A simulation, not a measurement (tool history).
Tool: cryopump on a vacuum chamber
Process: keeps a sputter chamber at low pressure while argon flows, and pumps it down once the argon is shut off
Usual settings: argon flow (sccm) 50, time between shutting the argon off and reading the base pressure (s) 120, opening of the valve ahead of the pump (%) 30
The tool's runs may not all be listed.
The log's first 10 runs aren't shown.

run,hour,argon flow (sccm),time between shutting the argon off and reading the base pressure (s),opening of the valve ahead of the pump (%),hours of work since the pump was warmed up and emptied,hours of work since the cold head was overhauled,hours of work since the chamber's fittings were tightened,pressure while argon flows (Pa),pressure after the wait (uPa)
11,423.3,50,120,30,258,1206,258,0.1386,0.66
12,467.1,26,120,30,284,1232,284,0.0712,0.67
13,515.2,50,120,30,313,1260,313,0.1412,0.71
14,564.8,50,61,30,342,1289,342,0.1409,0.94
15,589.1,50,120,30,357,1304,357,0.1407,0.72
16,639.9,23,120,30,387,1334,387,0.0647,0.79
17,679.9,23,120,30,410,1358,410,0.0658,0.76
18,717.3,50,120,30,433,1380,433,0.1425,0.82
# hour 740.9: pump warmed up, emptied and cooled again
19,777.1,68,120,15,21,1412,465,0.3664,0.78
20,801.9,68,120,15,36,1427,480,0.3684,0.76
21,854.6,60,33,45,67,1458,511,0.1105,1.48
22,886.1,22,30,33,86,1477,530,0.0552,1.62
23,928.1,22,30,33,111,1502,555,0.055,1.64
24,956.3,32,108,33,128,1519,571,0.0791,0.89
25,981.7,45,293,22,143,1534,586,0.1684,0.76
26,1008.8,45,293,22,159,1550,602,0.1662,0.79
27,1061.4,97,120,31,190,1581,634,0.2623,0.94
28,1104.7,51,188,30,216,1607,659,0.1424,0.86
29,1148.1,84,32,30,241,1632,685,0.2336,1.63
30,1182.8,50,120,15,262,1653,706,0.273,0.98
31,1225.8,37,58,20,288,1678,731,0.1534,1.33
32,1267.2,72,120,35,312,1703,756,0.1736,1.04
33,1295.1,40,20,35,329,1719,772,0.0965,2.39
34,1352,40,20,35,362,1753,806,0.0972,2.3
35,1404.2,29,20,35,393,1784,837,0.0699,2.42

3 ways to go on from here, each from the tool as it stands after run 35. What would each give?
A,1442.8,50,21,30,416,1807,860,?,?
B,1442.8,91,122,35,416,1807,860,?,?
C,1442.8,42,20,35,416,1807,860,?,?

run,pressure while argon flows (Pa),pressure after the wait (uPa)
A,0.1414,2.42
B,0.2231,1.16
C,0.1037,2.39
Without the tool's hidden state the same runs would have given:
run,pressure while argon flows (Pa),pressure after the wait (uPa)
A,0.1347,1.59
B,0.2109,0.36
C,0.098,1.58

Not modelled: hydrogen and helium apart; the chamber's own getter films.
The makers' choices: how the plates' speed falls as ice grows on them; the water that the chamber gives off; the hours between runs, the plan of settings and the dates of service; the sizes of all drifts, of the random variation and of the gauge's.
